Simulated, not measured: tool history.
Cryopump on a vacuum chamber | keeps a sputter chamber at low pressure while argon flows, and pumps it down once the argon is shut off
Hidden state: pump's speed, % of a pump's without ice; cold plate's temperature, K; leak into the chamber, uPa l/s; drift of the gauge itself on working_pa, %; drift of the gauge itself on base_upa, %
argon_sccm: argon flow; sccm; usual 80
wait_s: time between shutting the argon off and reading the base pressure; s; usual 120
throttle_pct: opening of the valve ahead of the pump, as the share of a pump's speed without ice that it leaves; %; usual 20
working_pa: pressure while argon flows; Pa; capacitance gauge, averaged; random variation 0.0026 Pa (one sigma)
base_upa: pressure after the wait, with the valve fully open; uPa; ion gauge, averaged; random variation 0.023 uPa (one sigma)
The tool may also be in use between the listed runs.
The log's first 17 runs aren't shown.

run,hour,argon_sccm,wait_s,throttle_pct,hours of work since the pump was warmed up and emptied,hours of work since the cold head was overhauled,hours of work since the chamber's fittings were tightened,working_pa,base_upa
18,1198.6,34,239,20,196,3623,1432,0.2853,1.42
19,1253.1,36,45,33,243,3670,1479,0.1857,2.64
20,1290,36,45,33,275,3702,1511,0.1876,2.66
# hour 1337.8: pump warmed up, emptied and cooled again
21,1337.8,47,36,37,0,3739,1549,0.2092,2.73
22,1423.5,47,38,20,75,3814,1623,0.3873,2.79
23,1487.1,82,120,56,130,3869,1678,0.2522,1.8
24,1567.5,82,120,56,200,3939,1748,0.2573,1.9
25,1640.4,82,120,43,263,4002,1812,0.3333,1.98
# hour 1698.8: pump warmed up, emptied and cooled again
26,1725.6,82,31,37,23,4072,1882,0.3684,3.29
27,1779.6,80,256,36,70,4119,1928,0.3722,1.63
28,1869.5,80,115,31,149,4197,2007,0.4345,2.01
29,1910.1,80,115,31,184,4233,2042,0.4381,2.03
30,1992.1,158,34,47,255,4304,2113,0.6003,3.47
# hour 2061.8: pump warmed up, emptied and cooled again
31,2063.9,75,34,46,2,4362,2171,0.2695,3.23
32,2104.7,75,51,23,37,4398,2207,0.537,2.69
33,2152.3,75,28,19,79,4439,2248,0.6545,3.63
34,2228.9,75,28,19,145,4506,2315,0.6571,3.84

3 ways to go on from here, each from the tool as it stands after run 34. What would each give?
A,2289.6,75,28,22,198,4558,2368,?,?
B,2289.6,59,120,26,198,4558,2368,?,?
C,2289.6,103,284,23,198,4558,2368,?,?

run,working_pa,base_upa
A,0.5688,3.8
B,0.3808,2.29
C,0.755,1.94
Without the tool's hidden state the same runs would have given:
run,working_pa,base_upa
A,0.5512,2.39
B,0.367,0.83
C,0.7307,0.51
